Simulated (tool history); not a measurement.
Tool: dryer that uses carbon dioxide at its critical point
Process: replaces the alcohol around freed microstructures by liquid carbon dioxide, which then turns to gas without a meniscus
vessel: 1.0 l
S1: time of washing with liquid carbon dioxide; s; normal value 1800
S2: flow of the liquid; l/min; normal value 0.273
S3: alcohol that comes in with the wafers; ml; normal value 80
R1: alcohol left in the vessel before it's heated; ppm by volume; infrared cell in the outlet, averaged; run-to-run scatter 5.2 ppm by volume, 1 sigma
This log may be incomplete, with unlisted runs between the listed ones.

| run | hour | S1 | S2 | S3 | R1 |
|---|---|---|---|---|---|
| 1 | 0.0 | 1800 | 0.273 | 80 | 192 |
| 2 | 4.6 | 1800 | 0.273 | 80 | 185 |
| 3 | 14.8 | 1800 | 0.273 | 80 | 189 |
| 4 | 24.1 | 1800 | 0.273 | 80 | 195 |
| 5 | 29.3 | 1800 | 0.273 | 80 | 194 |
| 6 | 35.4 | 1800 | 0.273 | 80 | 190 |
| 7 | 43.8 | 1800 | 0.273 | 80 | 190 |
| 8 | 51.2 | 1800 | 0.273 | 80 | 199 |
| 9 | 58.3 | 1800 | 0.273 | 27 | 86 |
| 10 | 64.5 | 1740 | 0.273 | 27 | 95 |
| 11 | 72.7 | 1080 | 0.273 | 58 | 1486 |
| 12 | 77.9 | 1080 | 0.273 | 58 | 1506 |
| 13 | 86.2 | 2580 | 0.273 | 58 | 33 |
| 14 | 91.0 | 2580 | 0.273 | 58 | 37 |
| 15 | 101.5 | 2880 | 0.174 | 38 | 116 |
|  | 105.4 | inlet filter changed |
| 16 | 107.8 | 2880 | 0.174 | 22 | 55 |
| 17 | 117.1 | 2700 | 0.347 | 28 | 23 |
| 18 | 123.8 | 2340 | 0.186 | 24 | 106 |
| 19 | 132.8 | 2340 | 0.186 | 24 | 112 |

Forecast each of these 4 alternatives for the next run:
| A | 139.1 | 2340 | 0.400 | 60 | ? |
| B | 139.1 | 2340 | 0.195 | 24 | ? |
| C | 139.1 | 1320 | 0.251 | 24 | ? |
| D | 139.1 | 1560 | 0.279 | 62 | ? |

| run | R1 |
|---|---|
| A | 31 |
| B | 81 |
| C | 290 |
| D | 198 |
Without the tool's hidden state the same runs would have given:
| run | R1 |
|---|---|
| A | 9 |
| B | 57 |
| C | 263 |
| D | 171 |

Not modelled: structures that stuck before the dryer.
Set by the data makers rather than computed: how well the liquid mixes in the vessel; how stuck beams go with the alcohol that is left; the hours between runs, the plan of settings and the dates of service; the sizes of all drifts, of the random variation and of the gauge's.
